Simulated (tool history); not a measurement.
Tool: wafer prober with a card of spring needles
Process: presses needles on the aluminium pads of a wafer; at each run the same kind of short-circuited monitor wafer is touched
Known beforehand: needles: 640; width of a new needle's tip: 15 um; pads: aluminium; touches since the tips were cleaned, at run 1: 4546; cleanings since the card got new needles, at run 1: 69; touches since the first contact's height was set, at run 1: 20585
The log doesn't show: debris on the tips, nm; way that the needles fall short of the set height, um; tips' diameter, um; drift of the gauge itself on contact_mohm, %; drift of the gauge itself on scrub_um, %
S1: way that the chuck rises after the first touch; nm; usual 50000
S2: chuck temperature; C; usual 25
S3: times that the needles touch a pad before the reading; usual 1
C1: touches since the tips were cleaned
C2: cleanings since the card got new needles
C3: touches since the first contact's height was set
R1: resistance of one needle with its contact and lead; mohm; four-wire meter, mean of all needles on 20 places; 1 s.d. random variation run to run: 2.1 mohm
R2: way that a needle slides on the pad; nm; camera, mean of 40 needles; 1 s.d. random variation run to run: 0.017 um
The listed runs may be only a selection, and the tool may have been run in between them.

{"run": 1, "day": 0.0, "S1": 50000, "S2": 25, "S3": 1, "C1": 4546, "C2": 69, "C3": 20585, "R1": 273, "R2": 9470}
{"day": 0.288, "done": "tips cleaned on abrasive film"}
{"day": 1.008, "done": "tips cleaned on abrasive film"}
{"run": 2, "day": 1.362, "S1": 61000, "S2": 25, "S3": 1, "C1": 4576, "C2": 71, "C3": 38058, "R1": 265, "R2": 11530}
{"day": 1.717, "done": "tips cleaned on abrasive film"}
{"run": 3, "day": 1.929, "S1": 61000, "S2": 25, "S3": 1, "C1": 2711, "C2": 72, "C3": 45287, "R1": 258, "R2": 11490}
{"day": 2.417, "done": "tips cleaned on abrasive film"}
{"run": 4, "day": 3.021, "S1": 50000, "S2": 25, "S3": 1, "C1": 7763, "C2": 73, "C3": 59277, "R1": 294, "R2": 9400}
{"day": 3.088, "done": "tips cleaned on abrasive film"}
{"run": 5, "day": 3.588, "S1": 50000, "S2": 25, "S3": 1, "C1": 6452, "C2": 74, "C3": 66535, "R1": 290, "R2": 9360}
{"day": 3.808, "done": "tips cleaned on abrasive film"}
{"day": 4.446, "done": "tips cleaned on abrasive film"}
{"run": 6, "day": 4.604, "S1": 50000, "S2": 40, "S3": 1, "C1": 1993, "C2": 76, "C3": 79527, "R1": 273, "R2": 9310}
{"day": 5.179, "done": "tips cleaned on abrasive film"}
{"run": 7, "day": 5.767, "S1": 68000, "S2": 25, "S3": 1, "C1": 7604, "C2": 77, "C3": 94492, "R1": 263, "R2": 12700}
{"day": 5.875, "done": "tips cleaned on abrasive film"}
{"day": 6.592, "done": "tips cleaned on abrasive film"}
{"run": 8, "day": 7.079, "S1": 68000, "S2": 25, "S3": 1, "C1": 6287, "C2": 79, "C3": 111300, "R1": 264, "R2": 12640}
{"day": 7.325, "done": "tips cleaned on abrasive film, once more"}
{"day": 7.954, "done": "tips cleaned on abrasive film"}
{"day": 7.967, "done": "height of the first contact set anew"}
{"run": 9, "day": 8.329, "S1": 68000, "S2": 25, "S3": 1, "C1": 4694, "C2": 81, "C3": 4694, "R1": 262, "R2": 12940}
{"day": 8.679, "done": "tips cleaned on abrasive film"}
{"day": 9.329, "done": "tips cleaned on abrasive film"}
{"run": 10, "day": 9.512, "S1": 68000, "S2": 81, "S3": 1, "C1": 2372, "C2": 83, "C3": 19856, "R1": 265, "R2": 12920}
{"day": 10.0, "done": "tips cleaned on abrasive film"}
{"day": 10.675, "done": "tips cleaned on abrasive film"}
{"run": 11, "day": 10.854, "S1": 50000, "S2": 25, "S3": 1, "C1": 2327, "C2": 85, "C3": 37043, "R1": 276, "R2": 9380}
{"day": 11.404, "done": "tips cleaned on abrasive film"}
{"run": 12, "day": 11.658, "S1": 50000, "S2": 25, "S3": 1, "C1": 3289, "C2": 86, "C3": 47341, "R1": 280, "R2": 9400}
{"day": 12.125, "done": "tips cleaned on abrasive film"}
{"day": 12.775, "done": "tips cleaned on abrasive film"}
{"run": 13, "day": 12.975, "S1": 50000, "S2": 25, "S3": 3, "C1": 2575, "C2": 88, "C3": 64182, "R1": 251, "R2": 9340}
{"day": 13.454, "done": "tips cleaned on abrasive film"}
{"run": 14, "day": 13.775, "S1": 50000, "S2": 89, "S3": 3, "C1": 4163, "C2": 89, "C3": 74482, "R1": 269, "R2": 9330}
{"day": 14.142, "done": "tips cleaned on abrasive film"}
{"run": 15, "day": 14.558, "S1": 50000, "S2": 89, "S3": 3, "C1": 5404, "C2": 90, "C3": 84509, "R1": 267, "R2": 9280}
{"day": 14.804, "done": "tips cleaned on abrasive film"}
{"run": 16, "day": 15.25, "S1": 50000, "S2": 89, "S3": 3, "C1": 5712, "C2": 91, "C3": 93343, "R1": 272, "R2": 9300}
{"day": 15.475, "done": "tips cleaned on abrasive film"}
{"day": 16.171, "done": "tips cleaned on abrasive film"}
{"run": 17, "day": 16.421, "S1": 50000, "S2": 92, "S3": 3, "C1": 3203, "C2": 93, "C3": 108318, "R1": 268, "R2": 9270}
{"day": 16.8, "done": "tips cleaned on abrasive film"}
{"day": 17.438, "done": "tips cleaned on abrasive film"}
{"day": 17.45, "done": "height of the first contact set anew"}
{"run": 18, "day": 17.508, "S1": 33000, "S2": 119, "S3": 1, "C1": 731, "C2": 95, "C3": 731, "R1": 309, "R2": 6280}
{"day": 18.096, "done": "tips cleaned on abrasive film"}
{"run": 19, "day": 18.262, "S1": 33000, "S2": 119, "S3": 1, "C1": 2168, "C2": 96, "C3": 10404, "R1": 343, "R2": 6260}
{"day": 18.738, "done": "tips cleaned on abrasive film"}
{"run": 20, "day": 19.275, "S1": 33000, "S2": 119, "S3": 1, "C1": 6913, "C2": 97, "C3": 23405, "R1": 383, "R2": 6240}
{"day": 19.4, "done": "tips cleaned on abrasive film"}
{"day": 20.112, "done": "tips cleaned on abrasive film"}
{"run": 21, "day": 20.192, "S1": 33000, "S2": 119, "S3": 1, "C1": 1035, "C2": 99, "C3": 35119, "R1": 315, "R2": 6180}
{"day": 20.792, "done": "tips cleaned on abrasive film"}
{"run": 22, "day": 20.912, "S1": 33000, "S2": 119, "S3": 1, "C1": 1530, "C2": 100, "C3": 44311, "R1": 331, "R2": 6180}
{"day": 21.433, "done": "tips cleaned on abrasive film"}
{"run": 23, "day": 21.542, "S1": 50000, "S2": 44, "S3": 2, "C1": 1377, "C2": 101, "C3": 52388, "R1": 261, "R2": 9390}
{"day": 22.071, "done": "tips cleaned on abrasive film"}
{"run": 24, "day": 22.379, "S1": 50000, "S2": 69, "S3": 1, "C1": 3954, "C2": 102, "C3": 63131, "R1": 299, "R2": 9370}
{"day": 22.704, "done": "tips cleaned on abrasive film"}
{"run": 25, "day": 22.954, "S1": 50000, "S2": 64, "S3": 2, "C1": 3241, "C2": 103, "C3": 70507, "R1": 276, "R2": 9350}
{"day": 23.392, "done": "tips cleaned on abrasive film"}
{"day": 24.042, "done": "tips cleaned on abrasive film"}
{"run": 26, "day": 24.192, "S1": 38000, "S2": 64, "S3": 2, "C1": 1931, "C2": 105, "C3": 86328, "R1": 287, "R2": 6990}
{"day": 24.738, "done": "tips cleaned on abrasive film"}
{"run": 27, "day": 25.042, "S1": 38000, "S2": 64, "S3": 2, "C1": 3958, "C2": 106, "C3": 97255, "R1": 305, "R2": 7000}
{"day": 25.379, "done": "tips cleaned on abrasive film"}
{"day": 26.1, "done": "tips cleaned on abrasive film"}
{"run": 28, "day": 26.175, "S1": 38000, "S2": 64, "S3": 2, "C1": 941, "C2": 108, "C3": 111721, "R1": 278, "R2": 6940}
{"day": 26.746, "done": "tips cleaned on abrasive film"}
{"day": 26.992, "done": "height of the first contact set anew"}
{"run": 29, "day": 27.142, "S1": 38000, "S2": 64, "S3": 2, "C1": 4913, "C2": 109, "C3": 1893, "R1": 305, "R2": 7220}
{"day": 27.483, "done": "tips cleaned on abrasive film"}
{"run": 30, "day": 27.767, "S1": 38000, "S2": 64, "S3": 2, "C1": 3699, "C2": 110, "C3": 9936, "R1": 300, "R2": 7200}
{"day": 28.112, "done": "tips cleaned on abrasive film"}
{"day": 28.746, "done": "tips cleaned on abrasive film"}
{"run": 31, "day": 28.746, "S1": 38000, "S2": 82, "S3": 2, "C1": 0, "C2": 112, "C3": 22402, "R1": 266, "R2": 7150}
{"day": 29.417, "done": "tips cleaned on abrasive film"}
{"run": 32, "day": 29.804, "S1": 38000, "S2": 82, "S3": 2, "C1": 5014, "C2": 113, "C3": 36015, "R1": 316, "R2": 7120}

Below are 3 alternative next runs, each starting from the tool's condition after run 32. Predict each:
{"day": 30.092, "done": "tips cleaned on abrasive film"}
{"day": 30.746, "done": "tips cleaned on abrasive film"}
{"run": "A", "day": 31.096, "S1": 38000, "S2": 50, "S3": 1, "C1": 4513, "C2": 115, "C3": 52542, "R1": "?", "R2": "?"}
{"day": 30.092, "done": "tips cleaned on abrasive film"}
{"day": 30.746, "done": "tips cleaned on abrasive film"}
{"run": "B", "day": 31.096, "S1": 38000, "S2": 82, "S3": 2, "C1": 4513, "C2": 115, "C3": 52542, "R1": "?", "R2": "?"}
{"day": 30.092, "done": "tips cleaned on abrasive film"}
{"day": 30.746, "done": "tips cleaned on abrasive film"}
{"run": "C", "day": 31.096, "S1": 58000, "S2": 54, "S3": 1, "C1": 4513, "C2": 115, "C3": 52542, "R1": "?", "R2": "?"}

run=A R1=331 R2=7090
run=B R1=302 R2=7090
run=C R1=280 R2=10870
Without the tool's hidden state the same runs would have given:
run=A R1=240 R2=7230
run=B R1=247 R2=7220
run=C R1=236 R2=11010
